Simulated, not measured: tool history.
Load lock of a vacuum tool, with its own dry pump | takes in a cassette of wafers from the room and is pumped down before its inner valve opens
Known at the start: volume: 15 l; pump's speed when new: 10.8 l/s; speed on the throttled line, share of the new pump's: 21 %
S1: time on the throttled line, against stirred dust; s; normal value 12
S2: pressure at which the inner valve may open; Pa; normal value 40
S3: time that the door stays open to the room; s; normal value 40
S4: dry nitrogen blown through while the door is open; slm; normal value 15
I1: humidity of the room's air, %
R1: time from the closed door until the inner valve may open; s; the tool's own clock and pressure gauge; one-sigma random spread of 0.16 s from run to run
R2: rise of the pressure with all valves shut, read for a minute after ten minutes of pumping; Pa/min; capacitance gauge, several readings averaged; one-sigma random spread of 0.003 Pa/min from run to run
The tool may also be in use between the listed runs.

run      day  S1  S2   S3  S4    I1    R1     R2
  1    0.000  12  40   40  15  43.3  20.5  0.090
  2    5.521  12  40   40  15  46.0  20.7  0.089
  3   11.788  12  40   40  15  44.3  20.5  0.094
  4   18.125  12  40   40  15  45.6  20.6  0.091
  5   27.212  12  40   40  15  46.8  20.4  0.095
  6   36.492  12  40   40  15  43.3  20.4  0.090
  7   41.100  12  29   40  15  44.5  20.9  0.093
  8   50.750  18  40   40  15  43.5  25.4  0.093
  9   58.904  12  40   40  15  44.6  20.7  0.100
 10   68.712  12  30   40  15  40.3  20.9  0.098
 11   76.342  12  40   40   4  43.4  20.6  0.108
 12   87.025  12  40   40   4  46.0  20.7  0.114
 13   96.312  10  40   40  15  46.0  18.8  0.108
 14  106.854   6  40   40   8  45.8  16.1  0.120
 15  117.233   6  40  152   8  45.8  16.0  0.160
 16  122.721  12  31   51  11  45.4  21.0  0.119
 17  128.829  12  31   51  11  46.3  21.0  0.122
 18  137.775  12  40   40   6  43.3  20.5  0.125

Predict the results of run 19:
 19  146.121  21  40  163  15  45.2   ?   ?

R1: 27.7 s
R2: 0.160 Pa/min
Minus the tool's unlogged condition, the same run would have read R1 27.5 s, R2 0.083 Pa/min.
